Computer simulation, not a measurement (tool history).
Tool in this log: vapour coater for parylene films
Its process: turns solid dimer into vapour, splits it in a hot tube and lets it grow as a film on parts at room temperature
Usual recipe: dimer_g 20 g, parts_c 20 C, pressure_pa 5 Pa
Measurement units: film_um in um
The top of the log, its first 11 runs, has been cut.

run   hour  dimer_g  parts_c  pressure_pa  hours of work since the trap's valve was overhauled  hours of work since the table's thermometer was calibrated  film_um
 12  126.3       20       20         9.26                                                  186                                                         126     5.13
 13  139.4       20       20         9.26                                                  196                                                         137     5.12
 14  149.2       20       14            5                                                  204                                                         144     6.74
 15  165.4       20       14            5                                                  217                                                         157     6.62
 16  179.9       14       20            5                                                  229                                                         169     3.76
 17    188       31       20            5                                                  235                                                         176     8.38
 18  196.8       31       20            5                                                  242                                                         183     8.17
 19  207.1       11       20         3.63                                                  250                                                         191     3.02
 20  224.6       11       26         7.92                                                  264                                                         205     2.33
 21  233.6       14       25         3.95                                                  271                                                         212     3.27
 22  250.6       21       16         5.22                                                  285                                                         226     6.38
 23  263.3       12       16         3.66                                                  295                                                         236     3.78
 24  272.8       20       20         2.39                                                  303                                                         243     5.76
 25  285.2       20       20         2.39                                                  313                                                         253     5.78
 26  302.2       22       20           11                                                  327                                                         267     5.36
 27  313.2       17       31         5.02                                                  335                                                         276     3.08
 28  323.9       21       22         5.02                                                  344                                                         284     5.12
 29  340.8       21       22         5.02                                                  357                                                         298     5.08
 30  358.7       34       22          6.8                                                  372                                                         312     7.95
 31  372.9       34       22          6.8                                                  383                                                         324     8.04
 32  388.8       34       20          6.8                                                  396                                                         336     8.46
 33  400.5       32       19         2.02                                                  405                                                         346     9.53

4 ways to go on from here, each from the tool as it stands after run 33. What would each give?
     408.3  -- trap's valve overhauled
  A  415.7       20       20         4.38                                                    6                                                         355        ?
     408.3  -- trap's valve overhauled
  B  415.7       32       18        11.94                                                    6                                                         355        ?
     408.3  -- trap's valve overhauled
  C  415.7       19       20         7.96                                                    6                                                         355        ?
     408.3  -- trap's valve overhauled
  D  415.7       32       19         3.08                                                    6                                                         355        ?

run  film_um
  A     5.89
  B     8.84
  C     5.27
  D    10.07
Had the tool no hidden state, the same runs would have come out as:
run  film_um
  A     5.87
  B     8.81
  C     5.25
  D    10.03

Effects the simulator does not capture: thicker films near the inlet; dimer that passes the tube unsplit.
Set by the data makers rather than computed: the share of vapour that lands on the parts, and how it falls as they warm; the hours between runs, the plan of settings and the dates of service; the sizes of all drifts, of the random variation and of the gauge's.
